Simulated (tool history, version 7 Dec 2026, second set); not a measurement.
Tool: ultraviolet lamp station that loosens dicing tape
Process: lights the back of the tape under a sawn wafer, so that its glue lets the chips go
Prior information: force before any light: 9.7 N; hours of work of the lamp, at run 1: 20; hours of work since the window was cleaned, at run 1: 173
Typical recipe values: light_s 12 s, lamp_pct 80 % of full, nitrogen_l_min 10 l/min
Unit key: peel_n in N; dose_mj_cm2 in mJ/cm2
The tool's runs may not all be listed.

run,day,light_s,lamp_pct,nitrogen_l_min,hours of work of the lamp,hours of work since the window was cleaned,peel_n,dose_mj_cm2
1,0,12,80,10,20,173,0.709,532
2,2.033,12,80,10,41,194,0.771,527
3,5.517,12,80,3,78,231,1.426,508
4,8.308,8,80,10,107,260,1.871,334
5,10.575,8,80,10,131,284,1.908,326
6,12.575,20,80,10,152,305,0.302,801
7,14.538,12,80,10,173,326,0.963,473
8,17.171,12,80,10,200,354,0.999,459
9,18.679,12,86,10,216,369,0.881,486
10,21.238,12,62,10,243,396,1.749,344
11,24.138,12,62,10,274,427,1.819,334
12,27.333,12,62,10,307,461,1.94,318
13,29.167,12,62,10,327,480,1.997,313
14,31.829,12,62,10,355,508,2.102,299
15,33.954,12,83,10,377,530,1.302,395
16,35.754,12,84,5,396,549,1.709,394
17,38.4,20,80,5,424,577,0.766,614
# day 38.604: window cleaned of glue's vapour
18,40.738,20,80,5,448,22,0.52,717
19,42.738,20,80,5,469,44,0.574,699
20,44.662,20,80,5,490,64,0.592,680
21,46.342,20,80,5,507,81,0.635,674
22,49.6,11,63,10,542,116,2.36,280
23,53.062,18,80,8,578,152,0.694,558

Hidden state at the last listed run before each entry between runs and at the first one after, where it differs:
From run 17 to run 18: window cleaned of glue's vapour (day 38.604)
  lamp's light, % of a new lamp's: 76.2 -> 74.9; light that the window lets through, % of a clean one's: 83.2 -> 99.3
  the result without the hidden state subtracted from the measured one, peel_n: +0.49 -> +0.253 N; dose_mj_cm2: -354 -> -246 mJ/cm2

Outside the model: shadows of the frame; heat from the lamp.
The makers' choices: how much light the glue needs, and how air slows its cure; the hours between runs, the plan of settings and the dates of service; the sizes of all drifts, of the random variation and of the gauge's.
